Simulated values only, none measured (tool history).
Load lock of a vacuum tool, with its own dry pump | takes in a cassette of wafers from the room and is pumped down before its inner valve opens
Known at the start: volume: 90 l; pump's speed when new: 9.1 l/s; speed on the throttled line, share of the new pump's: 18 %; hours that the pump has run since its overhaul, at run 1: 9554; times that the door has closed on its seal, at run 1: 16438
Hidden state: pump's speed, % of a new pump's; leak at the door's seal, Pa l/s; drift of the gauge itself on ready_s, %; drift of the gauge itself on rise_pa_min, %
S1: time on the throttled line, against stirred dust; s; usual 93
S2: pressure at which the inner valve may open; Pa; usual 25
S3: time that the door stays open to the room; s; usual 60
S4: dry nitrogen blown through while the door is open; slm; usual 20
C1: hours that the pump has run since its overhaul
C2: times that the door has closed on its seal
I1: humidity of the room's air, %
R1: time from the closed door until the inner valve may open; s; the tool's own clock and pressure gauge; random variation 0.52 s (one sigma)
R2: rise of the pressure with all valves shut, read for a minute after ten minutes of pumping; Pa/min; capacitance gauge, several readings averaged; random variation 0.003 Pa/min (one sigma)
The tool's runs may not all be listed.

{"run": 1, "day": 0.0, "S1": 93, "S2": 25, "S3": 60, "S4": 20, "C1": 9554, "C2": 16438, "I1": 41.4, "R1": 159.5, "R2": 0.037}
{"run": 2, "day": 12.029, "S1": 93, "S2": 25, "S3": 60, "S4": 20, "C1": 9843, "C2": 17705, "I1": 41.8, "R1": 158.8, "R2": 0.038}
{"run": 3, "day": 20.642, "S1": 93, "S2": 25, "S3": 60, "S4": 20, "C1": 10050, "C2": 18613, "I1": 44.4, "R1": 159.1, "R2": 0.033}
{"run": 4, "day": 35.454, "S1": 93, "S2": 25, "S3": 60, "S4": 20, "C1": 10405, "C2": 20173, "I1": 43.2, "R1": 159.1, "R2": 0.033}
{"run": 5, "day": 47.567, "S1": 93, "S2": 24, "S3": 60, "S4": 20, "C1": 10696, "C2": 21449, "I1": 48.9, "R1": 159.8, "R2": 0.041}
{"run": 6, "day": 66.517, "S1": 93, "S2": 24, "S3": 60, "S4": 20, "C1": 11150, "C2": 23445, "I1": 45.8, "R1": 159.1, "R2": 0.034}
{"day": 71.454, "done": "door's seal changed, seat wiped"}
{"run": 7, "day": 78.992, "S1": 93, "S2": 24, "S3": 60, "S4": 20, "C1": 11448, "C2": 794, "I1": 46.9, "R1": 161, "R2": 0.038}
{"run": 8, "day": 93.483, "S1": 93, "S2": 24, "S3": 60, "S4": 20, "C1": 11796, "C2": 2321, "I1": 43.2, "R1": 159.5, "R2": 0.034}
{"run": 9, "day": 104.512, "S1": 93, "S2": 24, "S3": 60, "S4": 20, "C1": 12061, "C2": 3482, "I1": 46, "R1": 159.3, "R2": 0.035}
{"run": 10, "day": 122.883, "S1": 93, "S2": 24, "S3": 60, "S4": 20, "C1": 12502, "C2": 5417, "I1": 45.3, "R1": 160.3, "R2": 0.034}
{"run": 11, "day": 131.412, "S1": 93, "S2": 25, "S3": 60, "S4": 20, "C1": 12706, "C2": 6316, "I1": 46.6, "R1": 159.3, "R2": 0.036}
{"run": 12, "day": 146.621, "S1": 93, "S2": 25, "S3": 60, "S4": 20, "C1": 13072, "C2": 7918, "I1": 46.9, "R1": 158.4, "R2": 0.039}
{"run": 13, "day": 159.112, "S1": 93, "S2": 25, "S3": 60, "S4": 20, "C1": 13371, "C2": 9234, "I1": 42.6, "R1": 158.2, "R2": 0.029}
{"run": 14, "day": 178.262, "S1": 54, "S2": 36, "S3": 60, "S4": 20, "C1": 13831, "C2": 11251, "I1": 42.6, "R1": 123.8, "R2": 0.035}
{"run": 15, "day": 188.592, "S1": 180, "S2": 36, "S3": 157, "S4": 20, "C1": 14079, "C2": 12339, "I1": 45.9, "R1": 226.3, "R2": 0.065}
{"run": 16, "day": 199.112, "S1": 131, "S2": 27, "S3": 57, "S4": 20, "C1": 14331, "C2": 13447, "I1": 42.6, "R1": 190.6, "R2": 0.031}
{"run": 17, "day": 212.738, "S1": 131, "S2": 27, "S3": 57, "S4": 20, "C1": 14658, "C2": 14883, "I1": 44.3, "R1": 189.1, "R2": 0.035}
{"run": 18, "day": 224.092, "S1": 131, "S2": 27, "S3": 57, "S4": 20, "C1": 14931, "C2": 16079, "I1": 43.2, "R1": 189.6, "R2": 0.036}
{"run": 19, "day": 243.433, "S1": 131, "S2": 27, "S3": 57, "S4": 20, "C1": 15395, "C2": 18116, "I1": 49.4, "R1": 189.4, "R2": 0.033}
{"run": 20, "day": 262.646, "S1": 60, "S2": 25, "S3": 60, "S4": 20, "C1": 15856, "C2": 20140, "I1": 46.6, "R1": 131, "R2": 0.04}
{"run": 21, "day": 277.104, "S1": 87, "S2": 19, "S3": 40, "S4": 6, "C1": 16203, "C2": 21663, "I1": 44.8, "R1": 157.2, "R2": 0.039}
{"run": 22, "day": 286.746, "S1": 169, "S2": 19, "S3": 176, "S4": 6, "C1": 16434, "C2": 22679, "I1": 48.6, "R1": 224.1, "R2": 0.114}
{"run": 23, "day": 295.021, "S1": 169, "S2": 49, "S3": 176, "S4": 8, "C1": 16633, "C2": 23550, "I1": 48.4, "R1": 215, "R2": 0.099}
{"day": 298.571, "done": "door's seal changed, seat wiped"}
{"run": 24, "day": 307.858, "S1": 169, "S2": 49, "S3": 176, "S4": 8, "C1": 16940, "C2": 978, "I1": 46.4, "R1": 215.3, "R2": 0.101}
{"run": 25, "day": 324.546, "S1": 169, "S2": 49, "S3": 176, "S4": 8, "C1": 17340, "C2": 2736, "I1": 46.6, "R1": 214, "R2": 0.095}

4 ways to go on from here, each from the tool as it stands after run 25. What would each give?
{"run": "A", "day": 343.967, "S1": 60, "S2": 39, "S3": 176, "S4": 8, "C1": 17806, "C2": 4782, "I1": 42.5, "R1": "?", "R2": "?"}
{"run": "B", "day": 343.967, "S1": 115, "S2": 21, "S3": 176, "S4": 7, "C1": 17806, "C2": 4782, "I1": 45.9, "R1": "?", "R2": "?"}
{"run": "C", "day": 343.967, "S1": 117, "S2": 22, "S3": 30, "S4": 8, "C1": 17806, "C2": 4782, "I1": 46.6, "R1": "?", "R2": "?"}
{"run": "D", "day": 343.967, "S1": 142, "S2": 25, "S3": 89, "S4": 8, "C1": 17806, "C2": 4782, "I1": 45.2, "R1": "?", "R2": "?"}

run=A R1=127.3 R2=0.091
run=B R1=178.3 R2=0.103
run=C R1=179.6 R2=0.034
run=D R1=200.8 R2=0.063
Without the tool's hidden state the same runs would have given:
run=A R1=127.3 R2=0.091
run=B R1=178.3 R2=0.103
run=C R1=179.5 R2=0.034
run=D R1=200.8 R2=0.063
